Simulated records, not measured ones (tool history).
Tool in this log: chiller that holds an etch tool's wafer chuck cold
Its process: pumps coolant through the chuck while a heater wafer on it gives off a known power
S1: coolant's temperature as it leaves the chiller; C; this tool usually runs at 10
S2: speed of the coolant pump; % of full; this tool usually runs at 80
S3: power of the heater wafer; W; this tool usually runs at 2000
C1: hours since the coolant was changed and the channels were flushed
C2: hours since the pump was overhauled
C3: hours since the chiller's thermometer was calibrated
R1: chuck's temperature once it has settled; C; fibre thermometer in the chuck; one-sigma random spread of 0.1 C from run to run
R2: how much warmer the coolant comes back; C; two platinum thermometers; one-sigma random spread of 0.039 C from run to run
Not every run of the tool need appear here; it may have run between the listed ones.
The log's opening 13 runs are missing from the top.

run	hour	S1	S2	S3	C1	C2	C3	R1	R2
14	295.5	10	80	2000	588	28	1756	25.3	8.50
15	312.9	4	80	2000	606	45	1774	19.4	8.50
16	340.1	4	85	2000	633	72	1801	18.4	8.02
17	360.8	14	60	2000	654	93	1821	34.2	11.65
# hour 374.6: coolant pump overhauled, once more
18	382.6	10	73	2567	671	8	1838	30.8	11.65
19	400.0	14	80	2000	688	25	1856	28.9	8.24
20	416.2	1	97	2000	704	42	1872	13.4	6.69
21	443.3	3	69	1112	731	69	1899	12.4	5.34
22	467.7	11	94	2000	756	93	1923	23.7	6.92
23	499.2	10	96	2000	787	125	1955	22.5	6.79
24	520.9	16	93	2000	809	146	1977	28.8	7.03
25	552.4	14	77	1696	840	178	2008	27.1	7.28
26	585.3	10	61	1884	873	211	2041	28.1	10.36
27	611.4	10	61	1884	899	237	2067	28.4	10.40
28	628.7	10	61	1884	917	254	2084	28.4	10.39
29	664.4	10	61	1884	952	290	2120	28.2	10.47
30	696.8	9	74	1247	985	322	2152	18.9	5.64
31	728.3	9	80	2145	1016	354	2184	25.2	8.92

What if the next run were any one of these 3? Each begins from the tool's condition after run 31:
A	762.3	14	97	2000	1050	388	2218	?	?
B	762.3	9	96	2145	1050	388	2218	?	?
C	762.3	19	69	1219	1050	388	2218	?	?

run	R1	R2
A	26.5	6.73
B	22.6	7.37
C	29.6	5.90
With no hidden state in the tool, these same runs would have given:
run	R1	R2
A	26.1	6.63
B	22.2	7.26
C	29.3	5.81
